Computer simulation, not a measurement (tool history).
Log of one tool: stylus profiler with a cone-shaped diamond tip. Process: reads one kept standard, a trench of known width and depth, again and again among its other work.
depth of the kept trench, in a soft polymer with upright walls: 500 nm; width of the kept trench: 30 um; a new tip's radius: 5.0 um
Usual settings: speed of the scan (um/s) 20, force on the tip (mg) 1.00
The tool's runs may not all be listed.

run    hour  speed of the scan (um/s)  force on the tip (mg)  depth of the trench (angstrom)  width of the trench's floor (nm)
  1     0.0                        20                   1.00                          4996.5                             23170
  2    27.9                        20                   1.00                          4996.1                             23090
  3    57.2                        20                   1.00                          4995.8                             23020
  4    86.0                        20                   1.85                          5006.4                             23080
  5   135.1                        20                   1.85                          5007.3                             23000
  6   172.4                        20                   1.00                          4995.3                             22970
  7   209.3                        20                   1.00                          4995.5                             22970
  8   249.5                        20                   1.00                          4994.2                             22900
      266.5  -- new tip fitted, height scale calibrated
  9   292.8                        20                   1.00                          5019.9                             25570
 10   334.6                        20                   1.00                          5020.7                             25520
 11   382.2                        20                   1.00                          5019.4                             25460
 12   415.0                        20                   0.87                          5015.9                             25460
      419.8  -- height scale calibrated on a step standard
 13   437.3                        20                   2.33                          5032.5                             25420
 14   464.0                        20                   2.33                          5032.9                             25380
 15   494.5                        20                   2.33                          5032.0                             25310
 16   515.1                        15                   1.37                          5019.8                             25280
 17   554.7                        15                   1.37                          5019.3                             25260
 18   593.2                        41                   1.87                          5025.2                             25190
 19   626.1                        10                   0.39                          5001.1                             25150
 20   669.1                         8                   2.10                          5027.7                             25140
      689.5  -- height scale calibrated on a step standard, once more
 21   706.5                        19                   2.45                          5045.4                             25030
 22   747.7                        31                   1.47                          5032.4                             24970
 23   786.2                        14                   0.40                          5011.4                             24920
 24   816.4                        14                   0.40                          5010.2                             24860
 25   857.6                        16                   0.46                          5011.4                             24850
 26   901.6                        76                   0.44                          5012.1                             24430
 27   944.1                        76                   0.44                          5014.0                             24320
 28   973.1                         7                   1.43                          5028.2                             24730
 29  1012.8                        53                   1.01                          5021.8                             24550

Forecast each of these 5 alternatives for the next run:
  A  1048.3                         6                   1.00                               ?                                 ?
  B  1048.3                        53                   1.21                               ?                                 ?
  C  1048.3                        26                   0.57                               ?                                 ?
  D  1048.3                        39                   1.94                               ?                                 ?
  E  1048.3                         9                   1.00                               ?                                 ?

run  depth of the trench (angstrom)  width of the trench's floor (nm)
  A                          5019.6                             24680
  B                          5023.1                             24520
  C                          5014.0                             24560
  D                          5035.2                             24580
  E                          5019.4                             24630
Without the tool's hidden state the same runs would have given:
run  depth of the trench (angstrom)  width of the trench's floor (nm)
  A                          5023.6                             25650
  B                          5027.1                             25490
  C                          5018.0                             25530
  D                          5039.1                             25550
  E                          5023.4                             25600
